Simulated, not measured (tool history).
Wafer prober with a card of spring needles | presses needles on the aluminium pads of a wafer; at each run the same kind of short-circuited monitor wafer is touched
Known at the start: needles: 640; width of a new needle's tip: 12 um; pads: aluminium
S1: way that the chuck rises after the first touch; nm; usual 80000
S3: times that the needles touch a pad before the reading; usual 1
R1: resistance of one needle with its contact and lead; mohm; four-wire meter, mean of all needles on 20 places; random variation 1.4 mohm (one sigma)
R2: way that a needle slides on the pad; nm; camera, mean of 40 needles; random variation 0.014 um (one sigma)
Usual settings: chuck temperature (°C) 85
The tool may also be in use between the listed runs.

{"run": 1, "day": 0.0, "S1": 80000, "chuck temperature (°C)": 85, "S3": 1, "R1": 114, "R2": 12040}
{"day": 0.125, "done": "tips cleaned on abrasive film"}
{"day": 0.25, "done": "height of the first contact set anew"}
{"day": 1.033, "done": "tips cleaned on abrasive film"}
{"run": 2, "day": 1.312, "S1": 80000, "chuck temperature (°C)": 85, "S3": 1, "R1": 116, "R2": 12040}
{"day": 1.954, "done": "tips cleaned on abrasive film"}
{"run": 3, "day": 2.246, "S1": 80000, "chuck temperature (°C)": 85, "S3": 1, "R1": 117, "R2": 12060}
{"day": 2.929, "done": "tips cleaned on abrasive film"}
{"day": 3.883, "done": "tips cleaned on abrasive film"}
{"run": 4, "day": 3.883, "S1": 80000, "chuck temperature (°C)": 85, "S3": 1, "R1": 117, "R2": 12030}
{"day": 4.754, "done": "tips cleaned on abrasive film"}
{"run": 5, "day": 5.25, "S1": 80000, "chuck temperature (°C)": 85, "S3": 1, "R1": 116, "R2": 12000}
{"day": 5.638, "done": "tips cleaned on abrasive film"}
{"day": 6.508, "done": "tips cleaned on abrasive film"}
{"run": 6, "day": 7.092, "S1": 80000, "chuck temperature (°C)": 85, "S3": 1, "R1": 119, "R2": 12020}
{"day": 7.367, "done": "tips cleaned on abrasive film"}
{"day": 8.246, "done": "tips cleaned on abrasive film"}
{"run": 7, "day": 8.475, "S1": 80000, "chuck temperature (°C)": 85, "S3": 1, "R1": 116, "R2": 12030}
{"day": 9.133, "done": "tips cleaned on abrasive film"}
{"run": 8, "day": 9.754, "S1": 80000, "chuck temperature (°C)": 85, "S3": 1, "R1": 118, "R2": 12010}
{"day": 10.05, "done": "tips cleaned on abrasive film"}
{"run": 9, "day": 10.679, "S1": 80000, "chuck temperature (°C)": 85, "S3": 1, "R1": 118, "R2": 11990}
{"day": 10.908, "done": "tips cleaned on abrasive film"}
{"day": 11.808, "done": "tips cleaned on abrasive film"}
{"run": 10, "day": 12.292, "S1": 80000, "chuck temperature (°C)": 85, "S3": 1, "R1": 115, "R2": 11970}
{"day": 12.717, "done": "tips cleaned on abrasive film"}
{"run": 11, "day": 13.221, "S1": 92000, "chuck temperature (°C)": 85, "S3": 1, "R1": 116, "R2": 13810}
{"day": 13.696, "done": "tips cleaned on abrasive film"}
{"day": 14.596, "done": "tips cleaned on abrasive film"}
{"day": 14.854, "done": "height of the first contact set anew"}
{"run": 12, "day": 14.971, "S1": 79000, "chuck temperature (°C)": 85, "S3": 1, "R1": 117, "R2": 11830}
{"day": 15.592, "done": "tips cleaned on abrasive film"}
{"day": 16.45, "done": "tips cleaned on abrasive film"}
{"run": 13, "day": 16.704, "S1": 79000, "chuck temperature (°C)": 85, "S3": 1, "R1": 119, "R2": 11840}
{"day": 17.333, "done": "tips cleaned on abrasive film"}
{"run": 14, "day": 17.504, "S1": 79000, "chuck temperature (°C)": 85, "S3": 1, "R1": 117, "R2": 11830}
{"day": 18.275, "done": "tips cleaned on abrasive film"}
{"run": 15, "day": 18.779, "S1": 79000, "chuck temperature (°C)": 85, "S3": 1, "R1": 111, "R2": 11830}
{"day": 19.262, "done": "tips cleaned on abrasive film"}
{"run": 16, "day": 19.725, "S1": 80000, "chuck temperature (°C)": 64, "S3": 1, "R1": 116, "R2": 11960}
{"day": 20.117, "done": "tips cleaned on abrasive film"}
{"run": 17, "day": 20.583, "S1": 80000, "chuck temperature (°C)": 64, "S3": 1, "R1": 113, "R2": 11970}
{"day": 20.979, "done": "tips cleaned on abrasive film"}
{"day": 21.858, "done": "tips cleaned on abrasive film"}
{"run": 18, "day": 22.417, "S1": 80000, "chuck temperature (°C)": 38, "S3": 1, "R1": 110, "R2": 11970}
{"day": 22.788, "done": "tips cleaned on abrasive film"}
{"run": 19, "day": 23.471, "S1": 89000, "chuck temperature (°C)": 58, "S3": 1, "R1": 114, "R2": 13310}
{"day": 23.646, "done": "tips cleaned on abrasive film"}
{"day": 24.542, "done": "tips cleaned on abrasive film"}
{"run": 20, "day": 25.246, "S1": 71000, "chuck temperature (°C)": 36, "S3": 2, "R1": 111, "R2": 10580}
{"day": 25.433, "done": "tips cleaned on abrasive film"}
{"day": 26.325, "done": "tips cleaned on abrasive film"}
{"run": 21, "day": 26.504, "S1": 71000, "chuck temperature (°C)": 36, "S3": 2, "R1": 109, "R2": 10610}
{"day": 27.233, "done": "tips cleaned on abrasive film"}
{"day": 28.146, "done": "tips cleaned on abrasive film"}
{"run": 22, "day": 28.146, "S1": 68000, "chuck temperature (°C)": 38, "S3": 1, "R1": 110, "R2": 10180}
{"day": 29.154, "done": "tips cleaned on abrasive film"}
{"run": 23, "day": 29.371, "S1": 69000, "chuck temperature (°C)": 87, "S3": 1, "R1": 117, "R2": 10310}
{"day": 29.475, "done": "height of the first contact set anew"}
{"day": 30.038, "done": "tips cleaned on abrasive film"}
{"run": 24, "day": 30.379, "S1": 79000, "chuck temperature (°C)": 39, "S3": 1, "R1": 111, "R2": 11790}
{"day": 31.008, "done": "tips cleaned on abrasive film"}
{"day": 31.996, "done": "tips cleaned on abrasive film"}
{"run": 25, "day": 32.192, "S1": 81000, "chuck temperature (°C)": 38, "S3": 2, "R1": 110, "R2": 12130}
{"day": 32.888, "done": "tips cleaned on abrasive film"}
{"run": 26, "day": 33.358, "S1": 81000, "chuck temperature (°C)": 38, "S3": 2, "R1": 109, "R2": 12090}
{"day": 33.762, "done": "tips cleaned on abrasive film"}
{"day": 34.612, "done": "tips cleaned on abrasive film"}
{"run": 27, "day": 34.867, "S1": 69000, "chuck temperature (°C)": 85, "S3": 1, "R1": 119, "R2": 10320}
{"day": 35.567, "done": "tips cleaned on abrasive film"}
{"run": 28, "day": 36.388, "S1": 69000, "chuck temperature (°C)": 27, "S3": 1, "R1": 107, "R2": 10280}
{"day": 36.517, "done": "tips cleaned on abrasive film"}
{"day": 37.454, "done": "tips cleaned on abrasive film"}
{"run": 29, "day": 37.983, "S1": 69000, "chuck temperature (°C)": 27, "S3": 1, "R1": 107, "R2": 10300}
{"day": 38.304, "done": "tips cleaned on abrasive film"}
{"run": 30, "day": 39.012, "S1": 69000, "chuck temperature (°C)": 27, "S3": 1, "R1": 108, "R2": 10280}
{"day": 39.246, "done": "tips cleaned on abrasive film"}
{"day": 40.129, "done": "tips cleaned on abrasive film"}
{"run": 31, "day": 40.821, "S1": 72000, "chuck temperature (°C)": 85, "S3": 1, "R1": 115, "R2": 10740}
{"day": 41.075, "done": "tips cleaned on abrasive film"}
{"day": 41.933, "done": "tips cleaned on abrasive film"}
{"run": 32, "day": 42.425, "S1": 72000, "chuck temperature (°C)": 85, "S3": 1, "R1": 117, "R2": 10720}

Forecast each of these 3 alternatives for the next run:
{"day": 42.804, "done": "tips cleaned on abrasive film"}
{"day": 43.762, "done": "tips cleaned on abrasive film"}
{"day": 44.179, "done": "height of the first contact set anew"}
{"run": "A", "day": 44.358, "S1": 77000, "chuck temperature (°C)": 85, "S3": 1, "R1": "?", "R2": "?"}
{"day": 42.804, "done": "tips cleaned on abrasive film"}
{"day": 43.762, "done": "tips cleaned on abrasive film"}
{"day": 44.179, "done": "height of the first contact set anew"}
{"run": "B", "day": 44.358, "S1": 80000, "chuck temperature (°C)": 37, "S3": 2, "R1": "?", "R2": "?"}
{"day": 42.804, "done": "tips cleaned on abrasive film"}
{"day": 43.762, "done": "tips cleaned on abrasive film"}
{"day": 44.179, "done": "height of the first contact set anew"}
{"run": "C", "day": 44.358, "S1": 80000, "chuck temperature (°C)": 26, "S3": 2, "R1": "?", "R2": "?"}

run=A R1=118 R2=11460
run=B R1=111 R2=11920
run=C R1=108 R2=11930
Without the tool's hidden state the same runs would have given:
run=A R1=117 R2=11560
run=B R1=111 R2=12020
run=C R1=108 R2=12030
